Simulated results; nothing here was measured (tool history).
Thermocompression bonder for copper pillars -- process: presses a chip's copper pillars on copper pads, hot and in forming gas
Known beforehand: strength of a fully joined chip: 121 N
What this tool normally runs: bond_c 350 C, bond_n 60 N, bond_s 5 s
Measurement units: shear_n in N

run,hour,bond_c,bond_n,bond_s,shear_n
1,0.0,350,60,5,66.8
2,81.6,350,60,5,66.1
3,155.1,350,60,5,65.7
4,226.2,350,40,5,53.4
5,287.6,350,40,5,53.0
# hour 297.9: forming gas filter changed
6,358.6,350,40,5,55.2
7,396.5,350,40,5,54.9
8,453.7,331,70,10,76.8
9,509.3,333,55,6,59.3

Forecast run 10:
10,560.9,371,38,6,?

Run 10 came out at shear_n 65.9 N.
With the hidden condition absent and the run-to-run variation left alone, this run would have shown shear_n 66.0 N.

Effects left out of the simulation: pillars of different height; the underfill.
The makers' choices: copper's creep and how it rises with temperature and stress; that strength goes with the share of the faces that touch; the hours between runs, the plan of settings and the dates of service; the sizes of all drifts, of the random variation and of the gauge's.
